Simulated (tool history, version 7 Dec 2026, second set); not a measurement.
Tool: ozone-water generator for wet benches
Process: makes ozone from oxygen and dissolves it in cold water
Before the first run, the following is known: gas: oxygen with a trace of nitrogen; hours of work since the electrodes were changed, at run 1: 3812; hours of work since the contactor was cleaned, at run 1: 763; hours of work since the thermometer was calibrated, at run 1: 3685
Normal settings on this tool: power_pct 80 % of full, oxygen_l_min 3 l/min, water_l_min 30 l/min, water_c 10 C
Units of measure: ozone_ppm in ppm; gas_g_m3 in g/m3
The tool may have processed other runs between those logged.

run    hour  power_pct  oxygen_l_min  water_l_min  water_c  hours of work since the electrodes were changed  hours of work since the contactor was cleaned  hours of work since the thermometer was calibrated  ozone_ppm  gas_g_m3
  1       0         80             3           30       10                                             3812                                            763                                                3685       12.1     176.2
  2      89         80             3           30       10                                             3886                                            837                                                3759       11.8       177
  3   175.6         80             3           30       10                                             3958                                            909                                                3830       11.9     177.8
      253.1  -- water thermometer calibrated
  4   293.5         80             3           30        6                                             4055                                           1006                                                  34       12.4       176
  5   384.1         80             3           30        6                                             4130                                           1081                                                 109         12     176.1
  6   463.6         80             3           30       12                                             4196                                           1147                                                 175       11.6     177.1
  7   567.2         80             3           30       12                                             4282                                           1233                                                 260       11.5     175.5
  8   661.5         80             3           30       12                                             4360                                           1311                                                 339       11.6     174.6
  9   727.3         80             3           30       10                                             4415                                           1366                                                 393       11.7       174
 10   852.1         80             3           30       10                                             4518                                           1469                                                 497       11.6     172.4
 11   971.2         80             3           30       11                                             4617                                           1568                                                 595       11.7     172.9
 12  1049.3         80             3           30       11                                             4682                                           1633                                                 660       11.5     171.8
 13  1138.6         80             3           30       11                                             4756                                           1707                                                 734       11.4     174.6
 14  1229.7         80             3           30       11                                             4831                                           1782                                                 810       11.4     172.4
 15  1365.6         80             3           30       11                                             4944                                           1895                                                 922       11.6     171.1
 16  1491.9         80             3           30       10                                             5049                                           2000                                                1027       11.4     171.7
 17  1622.7         80             3           30       10                                             5157                                           2108                                                1136       11.4       170
 18  1720.5         95          1.64           30       14                                             5238                                           2189                                                1217        9.7     245.1
 19  1848.4         99          2.34           30       13                                             5344                                           2295                                                1323       11.3       211
 20  1913.2         85          2.34           24       13                                             5398                                           2349                                                1377       13.3     195.4
 21    1990         85          2.34           24       13                                             5462                                           2413                                                1440       13.2     195.3
 22  2055.2         41          1.91           21        8                                             5516                                           2467                                                1494       10.2     150.5
 23  2125.5         41          1.54           37        8                                             5574                                           2525                                                1553        4.9     166.9
 24  2187.9         71             3           33       10                                             5626                                           2577                                                1604        9.6     160.5
 25  2268.1         71             3           33       10                                             5692                                           2643                                                1671        9.5     158.7
     2286.6  -- contactor cleaned
 26  2345.4         50          2.79           38        6                                             5753                                             49                                                1732        7.2     138.7
 27  2434.4         90          2.79           38        6                                             5827                                            123                                                1805        9.2     182.2
 28  2508.6         60          3.51           31        9                                             5888                                            184                                                1867       10.4     135.9
 29  2622.9         44          3.75           24        7                                             5983                                            279                                                1962       11.8     112.7
 30  2750.9         44          3.75           24        7                                             6089                                            385                                                2068       11.7     114.2
 31  2822.4         44          3.75           24        7                                             6148                                            444                                                2127       11.6     113.4
 32  2918.6         84          1.86           29        7                                             6228                                            524                                                2207       10.1       210
 33  2998.5         84          1.86           23        7                                             6294                                            590                                                2273       12.8     209.8

A few steps of ozone_ppm between consecutive runs. Split each: what settings, incoming material and random variation would produce without the hidden state, and what is left over for the hidden state, along with gauge scatter present in only one of the two compared results (measured, and without hidden state):
Hidden state at play: yield of the discharge, % of new electrodes'; contactor's efficiency, % of a clean one's; true water temperature over the reading, C; drift of the gauge itself on ozone_ppm, %; drift of the gauge itself on gas_g_m3, %.
Run 21 -> 22: power_pct 85 -> 41, oxygen_l_min 2.34 -> 1.91, water_l_min 24 -> 21, water_c 13 -> 8. ozone_ppm -3 ppm: hidden state +1.1, all else -4.1.
Run 22 -> 23: oxygen_l_min 1.91 -> 1.54, water_l_min 21 -> 37. ozone_ppm -5.3 ppm: hidden state +0.6, all else -5.9.
Run 23 -> 24: power_pct 41 -> 71, oxygen_l_min 1.54 -> 3, water_l_min 37 -> 33, water_c 8 -> 10. ozone_ppm +4.7 ppm: hidden state -1.1, all else +5.8.
Run 25 -> 26: power_pct 71 -> 50, oxygen_l_min 3 -> 2.79, water_l_min 33 -> 38, water_c 10 -> 6, contactor cleaned. ozone_ppm -2.3 ppm: hidden state +0.9, all else -3.2.

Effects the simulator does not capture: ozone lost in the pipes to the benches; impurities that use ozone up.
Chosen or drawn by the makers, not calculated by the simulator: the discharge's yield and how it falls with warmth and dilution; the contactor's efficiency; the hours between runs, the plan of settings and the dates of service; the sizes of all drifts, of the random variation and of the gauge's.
